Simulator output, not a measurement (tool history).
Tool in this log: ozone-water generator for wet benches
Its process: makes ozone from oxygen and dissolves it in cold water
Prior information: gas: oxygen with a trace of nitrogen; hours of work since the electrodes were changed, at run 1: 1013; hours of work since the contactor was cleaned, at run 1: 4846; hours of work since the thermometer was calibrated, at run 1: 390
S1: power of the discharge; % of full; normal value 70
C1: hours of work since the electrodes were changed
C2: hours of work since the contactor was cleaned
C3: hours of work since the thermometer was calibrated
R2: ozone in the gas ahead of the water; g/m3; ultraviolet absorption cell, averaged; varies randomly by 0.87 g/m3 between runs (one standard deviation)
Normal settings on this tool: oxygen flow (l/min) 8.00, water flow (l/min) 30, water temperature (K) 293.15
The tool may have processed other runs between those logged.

{"run": 1, "hour": 0.0, "S1": 70, "oxygen flow (l/min)": 8.0, "water flow (l/min)": 30, "water temperature (K)": 293.15, "C1": 1013, "C2": 4846, "C3": 390, "dissolved ozone (ppm)": 16.6, "R2": 141.1}
{"run": 2, "hour": 30.2, "S1": 70, "oxygen flow (l/min)": 8.0, "water flow (l/min)": 30, "water temperature (K)": 293.15, "C1": 1042, "C2": 4875, "C3": 420, "dissolved ozone (ppm)": 16.7, "R2": 141.8}
{"run": 3, "hour": 53.7, "S1": 70, "oxygen flow (l/min)": 8.0, "water flow (l/min)": 30, "water temperature (K)": 293.15, "C1": 1065, "C2": 4898, "C3": 442, "dissolved ozone (ppm)": 16.4, "R2": 140.9}
{"run": 4, "hour": 89.4, "S1": 70, "oxygen flow (l/min)": 8.0, "water flow (l/min)": 30, "water temperature (K)": 293.15, "C1": 1099, "C2": 4932, "C3": 477, "dissolved ozone (ppm)": 16.6, "R2": 140.6}
{"run": 5, "hour": 118.0, "S1": 70, "oxygen flow (l/min)": 8.0, "water flow (l/min)": 30, "water temperature (K)": 293.15, "C1": 1127, "C2": 4960, "C3": 504, "dissolved ozone (ppm)": 16.4, "R2": 140.0}
{"run": 6, "hour": 145.3, "S1": 75, "oxygen flow (l/min)": 8.0, "water flow (l/min)": 30, "water temperature (K)": 293.15, "C1": 1154, "C2": 4986, "C3": 531, "dissolved ozone (ppm)": 17.6, "R2": 146.6}
{"run": 7, "hour": 167.9, "S1": 75, "oxygen flow (l/min)": 4.66, "water flow (l/min)": 30, "water temperature (K)": 293.15, "C1": 1175, "C2": 5008, "C3": 553, "dissolved ozone (ppm)": 16.0, "R2": 184.4}
{"run": 8, "hour": 184.3, "S1": 75, "oxygen flow (l/min)": 4.66, "water flow (l/min)": 30, "water temperature (K)": 293.15, "C1": 1191, "C2": 5024, "C3": 569, "dissolved ozone (ppm)": 15.8, "R2": 184.7}
{"run": 9, "hour": 210.0, "S1": 75, "oxygen flow (l/min)": 4.66, "water flow (l/min)": 30, "water temperature (K)": 293.15, "C1": 1216, "C2": 5049, "C3": 593, "dissolved ozone (ppm)": 16.0, "R2": 186.4}
{"run": 10, "hour": 232.4, "S1": 75, "oxygen flow (l/min)": 4.66, "water flow (l/min)": 30, "water temperature (K)": 293.15, "C1": 1238, "C2": 5070, "C3": 615, "dissolved ozone (ppm)": 15.7, "R2": 184.6}
{"run": 11, "hour": 254.1, "S1": 70, "oxygen flow (l/min)": 8.0, "water flow (l/min)": 30, "water temperature (K)": 293.15, "C1": 1259, "C2": 5091, "C3": 636, "dissolved ozone (ppm)": 16.6, "R2": 140.6}
{"run": 12, "hour": 290.6, "S1": 70, "oxygen flow (l/min)": 8.0, "water flow (l/min)": 30, "water temperature (K)": 293.15, "C1": 1294, "C2": 5127, "C3": 671, "dissolved ozone (ppm)": 16.5, "R2": 140.0}
{"run": 13, "hour": 318.3, "S1": 70, "oxygen flow (l/min)": 8.0, "water flow (l/min)": 30, "water temperature (K)": 293.15, "C1": 1321, "C2": 5153, "C3": 698, "dissolved ozone (ppm)": 16.6, "R2": 139.2}
{"run": 14, "hour": 343.9, "S1": 70, "oxygen flow (l/min)": 8.0, "water flow (l/min)": 30, "water temperature (K)": 293.15, "C1": 1346, "C2": 5178, "C3": 723, "dissolved ozone (ppm)": 16.5, "R2": 139.4}
{"run": 15, "hour": 374.8, "S1": 70, "oxygen flow (l/min)": 8.0, "water flow (l/min)": 30, "water temperature (K)": 293.15, "C1": 1376, "C2": 5208, "C3": 753, "dissolved ozone (ppm)": 16.3, "R2": 140.6}
{"run": 16, "hour": 410.5, "S1": 70, "oxygen flow (l/min)": 8.0, "water flow (l/min)": 30, "water temperature (K)": 293.15, "C1": 1410, "C2": 5243, "C3": 787, "dissolved ozone (ppm)": 16.6, "R2": 139.6}
{"run": 17, "hour": 437.5, "S1": 71, "oxygen flow (l/min)": 8.0, "water flow (l/min)": 30, "water temperature (K)": 293.15, "C1": 1436, "C2": 5269, "C3": 813, "dissolved ozone (ppm)": 16.6, "R2": 142.7}
{"run": 18, "hour": 467.7, "S1": 71, "oxygen flow (l/min)": 8.0, "water flow (l/min)": 30, "water temperature (K)": 293.15, "C1": 1465, "C2": 5298, "C3": 843, "dissolved ozone (ppm)": 16.8, "R2": 142.0}
{"run": 19, "hour": 497.3, "S1": 57, "oxygen flow (l/min)": 8.0, "water flow (l/min)": 30, "water temperature (K)": 293.15, "C1": 1494, "C2": 5327, "C3": 871, "dissolved ozone (ppm)": 14.5, "R2": 121.8}
{"run": 20, "hour": 517.5, "S1": 52, "oxygen flow (l/min)": 8.0, "water flow (l/min)": 29, "water temperature (K)": 300.15, "C1": 1513, "C2": 5346, "C3": 891, "dissolved ozone (ppm)": 12.0, "R2": 112.7}
{"run": 21, "hour": 547.7, "S1": 61, "oxygen flow (l/min)": 8.0, "water flow (l/min)": 30, "water temperature (K)": 293.15, "C1": 1543, "C2": 5375, "C3": 920, "dissolved ozone (ppm)": 15.1, "R2": 128.9}
{"run": 22, "hour": 564.4, "S1": 52, "oxygen flow (l/min)": 8.0, "water flow (l/min)": 42, "water temperature (K)": 298.15, "C1": 1559, "C2": 5391, "C3": 936, "dissolved ozone (ppm)": 9.5, "R2": 112.6}
{"run": 23, "hour": 583.5, "S1": 77, "oxygen flow (l/min)": 8.0, "water flow (l/min)": 30, "water temperature (K)": 293.15, "C1": 1577, "C2": 5410, "C3": 955, "dissolved ozone (ppm)": 17.3, "R2": 148.2}
{"run": 24, "hour": 613.0, "S1": 77, "oxygen flow (l/min)": 8.0, "water flow (l/min)": 30, "water temperature (K)": 293.15, "C1": 1606, "C2": 5438, "C3": 983, "dissolved ozone (ppm)": 17.7, "R2": 149.3}
{"run": 25, "hour": 640.4, "S1": 71, "oxygen flow (l/min)": 13.09, "water flow (l/min)": 33, "water temperature (K)": 289.15, "C1": 1632, "C2": 5465, "C3": 1010, "dissolved ozone (ppm)": 17.0, "R2": 114.4}
{"run": 26, "hour": 661.1, "S1": 71, "oxygen flow (l/min)": 13.09, "water flow (l/min)": 33, "water temperature (K)": 289.15, "C1": 1652, "C2": 5485, "C3": 1030, "dissolved ozone (ppm)": 17.4, "R2": 114.3}
{"run": 27, "hour": 695.0, "S1": 71, "oxygen flow (l/min)": 13.09, "water flow (l/min)": 33, "water temperature (K)": 289.15, "C1": 1685, "C2": 5518, "C3": 1062, "dissolved ozone (ppm)": 17.2, "R2": 115.3}
{"run": 28, "hour": 727.1, "S1": 69, "oxygen flow (l/min)": 4.52, "water flow (l/min)": 23, "water temperature (K)": 295.15, "C1": 1716, "C2": 5549, "C3": 1094, "dissolved ozone (ppm)": 17.7, "R2": 175.6}
{"run": 29, "hour": 761.3, "S1": 69, "oxygen flow (l/min)": 4.52, "water flow (l/min)": 23, "water temperature (K)": 295.15, "C1": 1749, "C2": 5582, "C3": 1127, "dissolved ozone (ppm)": 17.9, "R2": 175.5}
{"run": 30, "hour": 785.7, "S1": 43, "oxygen flow (l/min)": 8.0, "water flow (l/min)": 24, "water temperature (K)": 293.15, "C1": 1773, "C2": 5605, "C3": 1150, "dissolved ozone (ppm)": 13.6, "R2": 97.8}
{"hour": 798.6, "done": "contactor cleaned"}
{"run": 31, "hour": 819.6, "S1": 51, "oxygen flow (l/min)": 10.71, "water flow (l/min)": 24, "water temperature (K)": 293.15, "C1": 1802, "C2": 20, "C3": 1179, "dissolved ozone (ppm)": 15.7, "R2": 98.6}
{"run": 32, "hour": 837.0, "S1": 71, "oxygen flow (l/min)": 6.14, "water flow (l/min)": 30, "water temperature (K)": 293.15, "C1": 1819, "C2": 37, "C3": 1196, "dissolved ozone (ppm)": 16.5, "R2": 156.5}
{"run": 33, "hour": 864.0, "S1": 49, "oxygen flow (l/min)": 4.44, "water flow (l/min)": 18, "water temperature (K)": 291.15, "C1": 1845, "C2": 63, "C3": 1222, "dissolved ozone (ppm)": 18.0, "R2": 138.3}
{"run": 34, "hour": 887.8, "S1": 49, "oxygen flow (l/min)": 4.12, "water flow (l/min)": 18, "water temperature (K)": 291.15, "C1": 1868, "C2": 86, "C3": 1245, "dissolved ozone (ppm)": 17.7, "R2": 142.8}

3 ways to go on from here, each from the tool as it stands after run 34. What would each give?
{"run": "A", "hour": 907.5, "S1": 63, "oxygen flow (l/min)": 7.14, "water flow (l/min)": 19, "water temperature (K)": 291.15, "C1": 1887, "C2": 105, "C3": 1264, "dissolved ozone (ppm)": "?", "R2": "?"}
{"run": "B", "hour": 907.5, "S1": 96, "oxygen flow (l/min)": 4.12, "water flow (l/min)": 18, "water temperature (K)": 291.15, "C1": 1887, "C2": 105, "C3": 1264, "dissolved ozone (ppm)": "?", "R2": "?"}
{"run": "C", "hour": 907.5, "S1": 70, "oxygen flow (l/min)": 8.0, "water flow (l/min)": 24, "water temperature (K)": 293.15, "C1": 1887, "C2": 105, "C3": 1264, "dissolved ozone (ppm)": "?", "R2": "?"}

run=A dissolved_ozone_(ppm)=21.4 R2=134.7
run=B dissolved_ozone_(ppm)=28.4 R2=230.6
run=C dissolved_ozone_(ppm)=19.4 R2=140.3
Had the tool no hidden state, the same runs would have come out as:
run=A dissolved_ozone_(ppm)=21.8 R2=137.3
run=B dissolved_ozone_(ppm)=29.2 R2=236.6
run=C dissolved_ozone_(ppm)=19.8 R2=143.3

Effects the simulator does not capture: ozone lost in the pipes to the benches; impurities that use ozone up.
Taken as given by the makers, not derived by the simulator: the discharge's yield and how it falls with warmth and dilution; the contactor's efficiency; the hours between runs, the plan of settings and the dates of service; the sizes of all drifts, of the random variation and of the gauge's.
